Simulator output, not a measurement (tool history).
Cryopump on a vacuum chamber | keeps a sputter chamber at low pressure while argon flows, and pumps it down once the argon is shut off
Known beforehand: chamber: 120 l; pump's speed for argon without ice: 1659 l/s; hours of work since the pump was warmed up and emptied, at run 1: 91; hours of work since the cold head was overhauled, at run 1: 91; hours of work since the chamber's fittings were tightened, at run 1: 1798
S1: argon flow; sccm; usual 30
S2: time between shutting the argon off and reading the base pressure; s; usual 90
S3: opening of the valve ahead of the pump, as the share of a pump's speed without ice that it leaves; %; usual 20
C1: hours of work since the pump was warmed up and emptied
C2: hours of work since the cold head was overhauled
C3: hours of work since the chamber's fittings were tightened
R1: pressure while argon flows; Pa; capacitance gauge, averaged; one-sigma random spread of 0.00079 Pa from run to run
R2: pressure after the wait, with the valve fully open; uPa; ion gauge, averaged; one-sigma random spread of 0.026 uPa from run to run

| run | hour | S1 | S2 | S3 | C1 | C2 | C3 | R1 | R2 |
|---|---|---|---|---|---|---|---|---|---|
| 1 | 0.0 | 30 | 90 | 20 | 91 | 91 | 1798 | 0.1539 | 1.74 |
| 2 | 21.4 | 30 | 90 | 20 | 103 | 103 | 1811 | 0.1541 | 1.78 |
| 3 | 48.9 | 30 | 90 | 20 | 120 | 120 | 1828 | 0.1541 | 1.71 |
| 4 | 85.3 | 30 | 90 | 20 | 142 | 142 | 1849 | 0.1547 | 1.76 |
| 5 | 133.1 | 30 | 190 | 20 | 170 | 170 | 1878 | 0.1541 | 1.33 |
| 6 | 154.2 | 30 | 190 | 20 | 183 | 183 | 1890 | 0.1548 | 1.25 |
| 7 | 186.6 | 30 | 190 | 20 | 202 | 202 | 1910 | 0.1549 | 1.31 |
| 8 | 216.1 | 30 | 190 | 20 | 220 | 220 | 1927 | 0.1551 | 1.39 |
| 9 | 240.7 | 30 | 190 | 20 | 234 | 234 | 1942 | 0.1564 | 1.33 |
| 10 | 265.6 | 30 | 190 | 20 | 249 | 249 | 1957 | 0.1536 | 1.36 |
| 11 | 291.9 | 30 | 90 | 20 | 265 | 265 | 1973 | 0.1559 | 1.89 |
| 12 | 329.2 | 30 | 243 | 20 | 287 | 287 | 1995 | 0.1572 | 1.26 |
| 13 | 352.3 | 30 | 64 | 20 | 301 | 301 | 2009 | 0.1561 | 2.27 |
| 14 | 394.1 | 30 | 64 | 20 | 326 | 326 | 2033 | 0.1560 | 2.19 |
| 15 | 420.9 | 30 | 64 | 52 | 342 | 342 | 2049 | 0.0642 | 2.28 |
| 16 | 453.2 | 30 | 34 | 20 | 361 | 361 | 2069 | 0.1552 | 3.42 |
| 17 | 474.4 | 30 | 34 | 20 | 374 | 374 | 2081 | 0.1567 | 3.47 |
| 18 | 495.0 | 30 | 24 | 41 | 386 | 386 | 2094 | 0.0787 | 4.31 |
| 19 | 534.4 | 30 | 24 | 41 | 409 | 409 | 2117 | 0.0793 | 4.44 |
| 20 | 571.9 | 25 | 21 | 34 | 432 | 432 | 2140 | 0.0783 | 4.91 |
| 21 | 594.4 | 21 | 22 | 15 | 445 | 445 | 2153 | 0.1461 | 4.84 |
| 22 | 618.6 | 41 | 22 | 28 | 460 | 460 | 2167 | 0.1556 | 4.98 |
| 23 | 650.8 | 41 | 22 | 28 | 479 | 479 | 2187 | 0.1557 | 4.97 |
| 24 | 691.1 | 41 | 22 | 28 | 503 | 503 | 2211 | 0.1572 | 4.85 |
| 25 | 719.0 | 41 | 22 | 28 | 519 | 519 | 2227 | 0.1563 | 4.76 |
| 26 | 758.5 | 23 | 115 | 20 | 543 | 543 | 2251 | 0.1216 | 1.83 |
| 27 | 790.3 | 12 | 27 | 20 | 562 | 562 | 2270 | 0.0640 | 4.20 |
| 28 | 833.2 | 19 | 90 | 54 | 588 | 588 | 2295 | 0.0399 | 2.02 |
| 29 | 871.7 | 28 | 284 | 59 | 611 | 611 | 2318 | 0.0550 | 1.44 |
| 30 | 893.0 | 42 | 152 | 25 | 623 | 623 | 2331 | 0.1805 | 1.78 |
| 31 | 919.9 | 23 | 64 | 30 | 639 | 639 | 2347 | 0.0834 | 2.45 |
| 32 | 956.3 | 27 | 64 | 36 | 661 | 661 | 2369 | 0.0829 | 2.48 |
| 33 | 979.3 | 42 | 89 | 52 | 675 | 675 | 2382 | 0.0926 | 2.18 |
| 34 | 1015.8 | 42 | 89 | 52 | 696 | 696 | 2404 | 0.0925 | 2.08 |

Below are 3 alternative next runs, each starting from the tool's condition after run 34. Predict each:
| A | 1065.2 | 13 | 90 | 22 | 726 | 726 | 2434 | ? | ? |
| B | 1065.2 | 42 | 89 | 17 | 726 | 726 | 2434 | ? | ? |
| C | 1065.2 | 35 | 41 | 43 | 726 | 726 | 2434 | ? | ? |

| run | R1 | R2 |
|---|---|---|
| A | 0.0636 | 2.14 |
| B | 0.2629 | 2.20 |
| C | 0.0926 | 3.16 |
What these runs would have given with no unlogged condition in the tool:
| run | R1 | R2 |
|---|---|---|
| A | 0.0600 | 1.09 |
| B | 0.2515 | 1.14 |
| C | 0.0831 | 2.13 |

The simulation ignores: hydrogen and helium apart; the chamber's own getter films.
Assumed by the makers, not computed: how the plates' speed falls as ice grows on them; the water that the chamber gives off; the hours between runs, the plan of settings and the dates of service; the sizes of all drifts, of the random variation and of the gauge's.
